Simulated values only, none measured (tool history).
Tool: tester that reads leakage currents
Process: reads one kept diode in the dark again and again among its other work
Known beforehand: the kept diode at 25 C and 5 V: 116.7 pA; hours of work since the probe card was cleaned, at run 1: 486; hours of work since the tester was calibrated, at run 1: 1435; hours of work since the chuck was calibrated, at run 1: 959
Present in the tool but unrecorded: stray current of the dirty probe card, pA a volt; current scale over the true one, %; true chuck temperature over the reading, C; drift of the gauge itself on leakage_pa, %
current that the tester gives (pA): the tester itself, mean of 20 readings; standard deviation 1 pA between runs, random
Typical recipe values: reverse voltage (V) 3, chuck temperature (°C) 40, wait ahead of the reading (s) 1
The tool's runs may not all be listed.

run,day,reverse voltage (V),chuck temperature (°C),wait ahead of the reading (s),hours of work since the probe card was cleaned,hours of work since the tester was calibrated,hours of work since the chuck was calibrated,current that the tester gives (pA)
1,0,3,40,1,486,1435,959,312.62
2,3.404,3,40,1,527,1476,1000,312.35
3,6.4,1.09,40,1,563,1512,1036,184.72
# day 7.738: chuck's temperature calibrated
4,8.171,3,40,0.33,583,1532,5,337.63
5,11.417,3,42,1,622,1571,44,392.92
6,15.042,3,42,1,665,1614,88,392.28

Expected results for the next run?
7,18.208,1.25,44,1,703,1652,126,?

{"run 7": {"current that the tester gives (pA)": 293.3}}
The same run, on a tool lacking any hidden state, would have yielded current that the tester gives (pA) 305.98.
